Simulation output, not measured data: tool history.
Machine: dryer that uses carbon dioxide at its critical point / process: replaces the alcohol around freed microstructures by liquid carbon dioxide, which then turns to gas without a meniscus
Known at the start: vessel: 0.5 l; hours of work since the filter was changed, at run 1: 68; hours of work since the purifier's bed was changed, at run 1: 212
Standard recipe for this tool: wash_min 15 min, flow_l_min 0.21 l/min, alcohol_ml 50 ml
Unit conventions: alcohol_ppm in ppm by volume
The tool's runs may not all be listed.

run	hour	wash_min	flow_l_min	alcohol_ml	hours of work since the filter was changed	hours of work since the purifier's bed was changed	alcohol_ppm
1	0	15	0.21	50	68	212	377
2	27	15	0.21	50	78	222	392
3	46.4	15	0.21	50	85	229	405
4	62.9	15	0.21	50	92	235	391
5	97	15	0.21	50	104	248	396
6	123.6	14	0.21	50	114	258	590
7	143.7	15	0.21	54	122	265	463
8	169.1	20	0.21	54	131	275	82
9	198.9	20	0.21	96	142	286	137
10	227.2	15	0.21	83	153	297	706
11	253.6	16	0.28	83	163	306	85
12	285.2	10	0.296	83	175	318	881
13	315.4	10	0.296	83	186	330	937
14	337.9	16	0.314	30	194	338	29
15	361	18	0.15	21	203	347	484

Run 16, settings as shown, results not yet in. Your forecast:
16	387.1	13	0.156	31	213	356	?

alcohol_ppm: 2117 ppm by volume
If the tool had no hidden condition, the same run with the same run-to-run variation would have returned alcohol_ppm 1674 ppm by volume.
